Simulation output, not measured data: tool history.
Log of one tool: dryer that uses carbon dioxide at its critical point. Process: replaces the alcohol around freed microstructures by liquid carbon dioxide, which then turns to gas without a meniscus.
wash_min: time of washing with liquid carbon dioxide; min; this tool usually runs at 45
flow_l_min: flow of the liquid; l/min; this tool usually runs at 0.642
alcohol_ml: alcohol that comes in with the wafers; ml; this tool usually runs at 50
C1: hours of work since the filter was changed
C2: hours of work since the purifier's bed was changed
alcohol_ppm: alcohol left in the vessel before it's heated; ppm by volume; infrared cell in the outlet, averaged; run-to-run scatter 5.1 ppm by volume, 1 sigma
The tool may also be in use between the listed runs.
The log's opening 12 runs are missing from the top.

run 13 day=27.075 | wash_min=45 flow_l_min=0.642 alcohol_ml=50 | C1=314 C2=366 | alcohol_ppm=156
run 14 day=28.642 | wash_min=45 flow_l_min=0.642 alcohol_ml=50 | C1=330 C2=382 | alcohol_ppm=164
run 15 day=31.342 | wash_min=45 flow_l_min=0.642 alcohol_ml=50 | C1=359 C2=411 | alcohol_ppm=178
run 16 day=32.608 | wash_min=45 flow_l_min=0.642 alcohol_ml=50 | C1=372 C2=424 | alcohol_ppm=180
run 17 day=35.129 | wash_min=45 flow_l_min=0.642 alcohol_ml=50 | C1=399 C2=451 | alcohol_ppm=190
run 18 day=37.038 | wash_min=45 flow_l_min=0.642 alcohol_ml=50 | C1=419 C2=471 | alcohol_ppm=195
run 19 day=38.712 | wash_min=45 flow_l_min=0.642 alcohol_ml=68 | C1=437 C2=489 | alcohol_ppm=253
run 20 day=41.425 | wash_min=45 flow_l_min=0.642 alcohol_ml=68 | C1=466 C2=518 | alcohol_ppm=262
-- day=41.888 inlet filter changed
run 21 day=43.454 | wash_min=27 flow_l_min=0.579 alcohol_ml=78 | C1=17 C2=539 | alcohol_ppm=1227
run 22 day=44.862 | wash_min=41 flow_l_min=0.837 alcohol_ml=23 | C1=31 C2=554 | alcohol_ppm=87
run 23 day=46.846 | wash_min=41 flow_l_min=0.705 alcohol_ml=81 | C1=52 C2=575 | alcohol_ppm=179
run 24 day=48.246 | wash_min=53 flow_l_min=0.401 alcohol_ml=96 | C1=67 C2=589 | alcohol_ppm=665
run 25 day=50.229 | wash_min=53 flow_l_min=0.401 alcohol_ml=96 | C1=88 C2=610 | alcohol_ppm=676
run 26 day=53.079 | wash_min=56 flow_l_min=0.900 alcohol_ml=49 | C1=118 C2=641 | alcohol_ppm=89
run 27 day=55.946 | wash_min=56 flow_l_min=0.900 alcohol_ml=49 | C1=149 C2=671 | alcohol_ppm=90
run 28 day=58.271 | wash_min=56 flow_l_min=0.900 alcohol_ml=49 | C1=173 C2=695 | alcohol_ppm=88
run 29 day=60.950 | wash_min=67 flow_l_min=0.700 alcohol_ml=50 | C1=202 C2=724 | alcohol_ppm=103
run 30 day=63.971 | wash_min=29 flow_l_min=0.642 alcohol_ml=20 | C1=234 C2=756 | alcohol_ppm=319
run 31 day=66.033 | wash_min=52 flow_l_min=0.601 alcohol_ml=50 | C1=256 C2=778 | alcohol_ppm=172
run 32 day=68.042 | wash_min=52 flow_l_min=0.601 alcohol_ml=59 | C1=277 C2=799 | alcohol_ppm=193
run 33 day=69.875 | wash_min=52 flow_l_min=0.601 alcohol_ml=59 | C1=296 C2=818 | alcohol_ppm=190

What if the next run were any one of these 5? Each begins from the tool's condition after run 33:
run A day=72.238 | wash_min=51 flow_l_min=0.601 alcohol_ml=59 | C1=321 C2=843 | alcohol_ppm=?
run B day=72.238 | wash_min=35 flow_l_min=0.558 alcohol_ml=41 | C1=321 C2=843 | alcohol_ppm=?
run C day=72.238 | wash_min=29 flow_l_min=0.780 alcohol_ml=50 | C1=321 C2=843 | alcohol_ppm=?
run D day=72.238 | wash_min=46 flow_l_min=0.601 alcohol_ml=59 | C1=321 C2=843 | alcohol_ppm=?
run E day=72.238 | wash_min=33 flow_l_min=0.601 alcohol_ml=59 | C1=321 C2=843 | alcohol_ppm=?

run=A alcohol_ppm=212
run=B alcohol_ppm=526
run=C alcohol_ppm=408
run=D alcohol_ppm=276
run=E alcohol_ppm=685
The same runs, with their run-to-run variation unchanged, on a tool lacking any hidden condition would have given:
run=A alcohol_ppm=63
run=B alcohol_ppm=285
run=C alcohol_ppm=192
run=D alcohol_ppm=102
run=E alcohol_ppm=386
